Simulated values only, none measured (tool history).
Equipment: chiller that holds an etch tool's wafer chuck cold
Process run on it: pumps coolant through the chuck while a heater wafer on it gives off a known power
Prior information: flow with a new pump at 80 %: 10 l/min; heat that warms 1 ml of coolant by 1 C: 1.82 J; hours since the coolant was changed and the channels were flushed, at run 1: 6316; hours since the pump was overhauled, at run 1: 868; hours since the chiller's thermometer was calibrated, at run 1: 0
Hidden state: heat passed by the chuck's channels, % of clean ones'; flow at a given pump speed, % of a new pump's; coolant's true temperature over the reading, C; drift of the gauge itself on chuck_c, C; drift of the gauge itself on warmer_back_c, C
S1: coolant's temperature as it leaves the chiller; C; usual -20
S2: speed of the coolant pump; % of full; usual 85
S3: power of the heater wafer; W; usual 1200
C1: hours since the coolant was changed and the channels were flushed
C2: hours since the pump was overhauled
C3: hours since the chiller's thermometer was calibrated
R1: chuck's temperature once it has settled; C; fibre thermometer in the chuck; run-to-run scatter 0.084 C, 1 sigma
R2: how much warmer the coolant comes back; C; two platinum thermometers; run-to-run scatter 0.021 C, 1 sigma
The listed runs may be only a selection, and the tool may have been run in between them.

Run 1, hour 0.0: usual settings; C1 6316; C2 868; C3 0. Result: R1 -10.49 C, R2 3.72 C.
Run 2, hour 22.5: usual settings; C1 6338; C2 890; C3 23. Result: R1 -10.52 C, R2 3.72 C.
Run 3, hour 50.5: usual settings but S1 -21 C; C1 6366; C2 918; C3 51. Result: R1 -11.57 C, R2 3.78 C.
Run 4, hour 93.7: usual settings but S1 -21 C; C1 6410; C2 961; C3 94. Result: R1 -11.42 C, R2 3.72 C.
Run 5, hour 113.3: usual settings but S1 -21 C; C1 6429; C2 981; C3 113. Result: R1 -11.58 C, R2 3.72 C.
Run 6, hour 147.5: usual settings but S1 -21 C; C1 6463; C2 1015; C3 147. Result: R1 -11.52 C, R2 3.73 C.
Run 7, hour 170.7: usual settings but S1 -28 C; C1 6487; C2 1038; C3 171. Result: R1 -18.54 C, R2 3.76 C.
Run 8, hour 200.9: usual settings but S1 -28 C; C1 6517; C2 1069; C3 201. Result: R1 -18.46 C, R2 3.71 C.
Run 9, hour 243.6: usual settings but S1 -28 C; C1 6559; C2 1111; C3 244. Result: R1 -18.50 C, R2 3.73 C.
Run 10, hour 289.5: usual settings but S1 -28 C; C1 6605; C2 1157; C3 289. Result: R1 -18.52 C, R2 3.72 C.
Run 11, hour 323.3: usual settings but S1 -28 C; C1 6639; C2 1191; C3 323. Result: R1 -18.46 C, R2 3.71 C.
Run 12, hour 360.3: usual settings but S1 -21 C; C1 6676; C2 1228; C3 360. Result: R1 -11.42 C, R2 3.70 C.
Run 13, hour 397.3: usual settings but S1 -21 C; C1 6713; C2 1265; C3 397. Result: R1 -11.52 C, R2 3.72 C.
Run 14, hour 428.0: usual settings but S1 -21 C; C1 6744; C2 1296; C3 428. Result: R1 -11.56 C, R2 3.73 C.
Run 15, hour 473.0: usual settings but S1 -21 C; C1 6789; C2 1341; C3 473. Result: R1 -11.48 C, R2 3.71 C.
Run 16, hour 516.6: usual settings but S1 -21 C, S2 79 % of full, S3 714 W; C1 6832; C2 1384; C3 517. Result: R1 -14.99 C, R2 2.38 C.
Run 17, hour 541.4: usual settings but S1 -21 C, S2 79 % of full, S3 714 W; C1 6857; C2 1409; C3 541. Result: R1 -15.10 C, R2 2.39 C.
Run 18, hour 585.5: usual settings but S1 -18 C, S3 626 W; C1 6901; C2 1453; C3 585. Result: R1 -13.08 C, R2 1.93 C.
Run 19, hour 630.6: usual settings but S3 615 W; C1 6946; C2 1498; C3 631. Result: R1 -15.27 C, R2 1.90 C.
Run 20, hour 671.4: usual settings but S1 -21 C, S2 65 % of full; C1 6987; C2 1539; C3 671. Result: R1 -9.43 C, R2 4.85 C.
Run 21, hour 693.8: usual settings but S1 -21 C, S2 65 % of full; C1 7010; C2 1562; C3 694. Result: R1 -9.26 C, R2 4.87 C.
Run 22, hour 739.6: usual settings but S1 -21 C, S2 94 % of full; C1 7055; C2 1607; C3 740. Result: R1 -12.26 C, R2 3.31 C.
Run 23, hour 775.1: usual settings but S3 986 W; C1 7091; C2 1643; C3 775. Result: R1 -12.19 C, R2 3.07 C.
Run 24, hour 812.3: usual settings but S3 986 W; C1 7128; C2 1680; C3 812. Result: R1 -12.23 C, R2 3.03 C.
Run 25, hour 842.9: usual settings but S3 986 W; C1 7159; C2 1711; C3 843. Result: R1 -12.25 C, R2 3.09 C.
Run 26, hour 881.5: usual settings but S2 90 % of full, S3 780 W; C1 7197; C2 1749; C3 881. Result: R1 -14.06 C, R2 2.25 C.
Run 27, hour 918.7: usual settings but S2 90 % of full, S3 780 W; C1 7235; C2 1786; C3 919. Result: R1 -14.15 C, R2 2.31 C.
Run 28, hour 963.7: usual settings but S3 1271 W; C1 7279; C2 1831; C3 964. Result: R1 -9.97 C, R2 3.95 C.

Consider 5 possible next runs. They are alternatives, not a sequence: every one starts from the tool as it was left by run 28. What does each give?
Run A, hour 1001.9: usual settings but S1 -15 C, S3 977 W; C1 7318; C2 1870; C3 1002. Result: R1 ?, R2 ?.
Run B, hour 1001.9: usual settings but S1 -22 C, S3 1271 W; C1 7318; C2 1870; C3 1002. Result: R1 ?, R2 ?.
Run C, hour 1001.9: usual settings but S1 -28 C, S2 69 % of full, S3 1238 W; C1 7318; C2 1870; C3 1002. Result: R1 ?, R2 ?.
Run D, hour 1001.9: usual settings but S2 71 % of full, S3 1453 W; C1 7318; C2 1870; C3 1002. Result: R1 ?, R2 ?.
Run E, hour 1001.9: usual settings but S3 1782 W; C1 7318; C2 1870; C3 1002. Result: R1 ?, R2 ?.

run      R1    R2
  A   -7.31  3.04
  B  -11.95  3.94
  C  -16.54  4.73
  D   -6.88  5.43
  E   -5.83  5.52
The same runs, with their run-to-run variation unchanged, on a tool lacking any hidden condition would have given:
run      R1    R2
  A   -7.34  3.04
  B  -11.98  3.94
  C  -16.57  4.73
  D   -6.91  5.43
  E   -5.86  5.52
